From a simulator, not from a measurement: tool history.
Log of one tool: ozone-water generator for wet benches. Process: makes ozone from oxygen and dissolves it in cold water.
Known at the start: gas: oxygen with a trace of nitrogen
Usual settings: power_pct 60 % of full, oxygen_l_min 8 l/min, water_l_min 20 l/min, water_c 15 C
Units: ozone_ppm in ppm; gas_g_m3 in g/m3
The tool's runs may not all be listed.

{"run": 1, "hour": 0.0, "power_pct": 60, "oxygen_l_min": 8, "water_l_min": 20, "water_c": 15, "ozone_ppm": 30.2, "gas_g_m3": 195.4}
{"run": 2, "hour": 23.4, "power_pct": 60, "oxygen_l_min": 8, "water_l_min": 20, "water_c": 15, "ozone_ppm": 30, "gas_g_m3": 194.5}
{"run": 3, "hour": 64.1, "power_pct": 60, "oxygen_l_min": 8, "water_l_min": 20, "water_c": 15, "ozone_ppm": 30.3, "gas_g_m3": 194.4}
{"run": 4, "hour": 93.2, "power_pct": 46, "oxygen_l_min": 8, "water_l_min": 20, "water_c": 15, "ozone_ppm": 24, "gas_g_m3": 154}
{"run": 5, "hour": 123.4, "power_pct": 46, "oxygen_l_min": 8, "water_l_min": 20, "water_c": 15, "ozone_ppm": 24, "gas_g_m3": 152.5}
{"run": 6, "hour": 150.4, "power_pct": 60, "oxygen_l_min": 8, "water_l_min": 20, "water_c": 15, "ozone_ppm": 30.4, "gas_g_m3": 195.4}
{"run": 7, "hour": 190.1, "power_pct": 60, "oxygen_l_min": 8, "water_l_min": 20, "water_c": 15, "ozone_ppm": 30.5, "gas_g_m3": 194.3}
{"run": 8, "hour": 222.3, "power_pct": 60, "oxygen_l_min": 9.04, "water_l_min": 20, "water_c": 15, "ozone_ppm": 30.4, "gas_g_m3": 183.9}
{"run": 9, "hour": 250.2, "power_pct": 60, "oxygen_l_min": 9.04, "water_l_min": 20, "water_c": 15, "ozone_ppm": 30.2, "gas_g_m3": 184.8}
{"run": 10, "hour": 293.6, "power_pct": 60, "oxygen_l_min": 8, "water_l_min": 20, "water_c": 15, "ozone_ppm": 30.1, "gas_g_m3": 196.3}
{"run": 11, "hour": 336.7, "power_pct": 60, "oxygen_l_min": 8, "water_l_min": 20, "water_c": 15, "ozone_ppm": 30.4, "gas_g_m3": 193.6}
{"run": 12, "hour": 386.4, "power_pct": 60, "oxygen_l_min": 8, "water_l_min": 20, "water_c": 15, "ozone_ppm": 30.4, "gas_g_m3": 195.7}
{"run": 13, "hour": 420.8, "power_pct": 60, "oxygen_l_min": 8, "water_l_min": 20, "water_c": 15, "ozone_ppm": 30.4, "gas_g_m3": 195.4}
{"run": 14, "hour": 462.9, "power_pct": 60, "oxygen_l_min": 8, "water_l_min": 20, "water_c": 15, "ozone_ppm": 30.3, "gas_g_m3": 194.6}
{"run": 15, "hour": 511.2, "power_pct": 60, "oxygen_l_min": 8, "water_l_min": 20, "water_c": 15, "ozone_ppm": 30.7, "gas_g_m3": 194}
{"run": 16, "hour": 565.1, "power_pct": 60, "oxygen_l_min": 8, "water_l_min": 20, "water_c": 15, "ozone_ppm": 30.1, "gas_g_m3": 196.3}
{"run": 17, "hour": 598.7, "power_pct": 60, "oxygen_l_min": 6.02, "water_l_min": 20, "water_c": 15, "ozone_ppm": 30.2, "gas_g_m3": 220.3}
{"run": 18, "hour": 650.8, "power_pct": 61, "oxygen_l_min": 8, "water_l_min": 20, "water_c": 15, "ozone_ppm": 30.7, "gas_g_m3": 198.6}
{"run": 19, "hour": 698.2, "power_pct": 60, "oxygen_l_min": 8, "water_l_min": 14, "water_c": 15, "ozone_ppm": 37.4, "gas_g_m3": 194.9}
{"run": 20, "hour": 746.9, "power_pct": 60, "oxygen_l_min": 8, "water_l_min": 14, "water_c": 15, "ozone_ppm": 37.1, "gas_g_m3": 195.5}
{"run": 21, "hour": 786.4, "power_pct": 43, "oxygen_l_min": 13.36, "water_l_min": 20, "water_c": 15, "ozone_ppm": 21.8, "gas_g_m3": 114.8}
{"run": 22, "hour": 810.6, "power_pct": 94, "oxygen_l_min": 11.68, "water_l_min": 18, "water_c": 15, "ozone_ppm": 46.9, "gas_g_m3": 245.3}
{"run": 23, "hour": 840.3, "power_pct": 94, "oxygen_l_min": 11.68, "water_l_min": 18, "water_c": 15, "ozone_ppm": 47.1, "gas_g_m3": 244.8}
{"run": 24, "hour": 871.6, "power_pct": 74, "oxygen_l_min": 11.68, "water_l_min": 18, "water_c": 8, "ozone_ppm": 43.2, "gas_g_m3": 194.2}
{"run": 25, "hour": 896.2, "power_pct": 60, "oxygen_l_min": 8, "water_l_min": 18, "water_c": 13, "ozone_ppm": 33.6, "gas_g_m3": 194.1}
{"run": 26, "hour": 947.9, "power_pct": 42, "oxygen_l_min": 6.34, "water_l_min": 17, "water_c": 19, "ozone_ppm": 22.7, "gas_g_m3": 158.3}
{"run": 27, "hour": 999.5, "power_pct": 69, "oxygen_l_min": 10.32, "water_l_min": 15, "water_c": 15, "ozone_ppm": 39.7, "gas_g_m3": 195.8}
{"run": 28, "hour": 1023.2, "power_pct": 69, "oxygen_l_min": 10.32, "water_l_min": 15, "water_c": 15, "ozone_ppm": 39.8, "gas_g_m3": 196.5}
{"run": 29, "hour": 1075.6, "power_pct": 72, "oxygen_l_min": 11.26, "water_l_min": 28, "water_c": 8, "ozone_ppm": 32.3, "gas_g_m3": 197.1}
{"run": 30, "hour": 1117.9, "power_pct": 89, "oxygen_l_min": 13.75, "water_l_min": 28, "water_c": 13, "ozone_ppm": 35.4, "gas_g_m3": 213.3}
{"run": 31, "hour": 1157.6, "power_pct": 79, "oxygen_l_min": 8, "water_l_min": 31, "water_c": 15, "ozone_ppm": 28.3, "gas_g_m3": 250.3}
{"run": 32, "hour": 1212.2, "power_pct": 79, "oxygen_l_min": 8, "water_l_min": 31, "water_c": 15, "ozone_ppm": 28.4, "gas_g_m3": 251}
{"run": 33, "hour": 1259.3, "power_pct": 46, "oxygen_l_min": 5.77, "water_l_min": 12, "water_c": 10, "ozone_ppm": 35.9, "gas_g_m3": 178.1}
{"run": 34, "hour": 1302.2, "power_pct": 51, "oxygen_l_min": 8, "water_l_min": 20, "water_c": 15, "ozone_ppm": 26.4, "gas_g_m3": 169.1}

Taken out of this log: 1 entry between the listed runs. Where each belongs, and how the hidden state differs across it:
Between runs 25 and 26: water thermometer calibrated (hour 927)
  no hidden state differs between the two runs
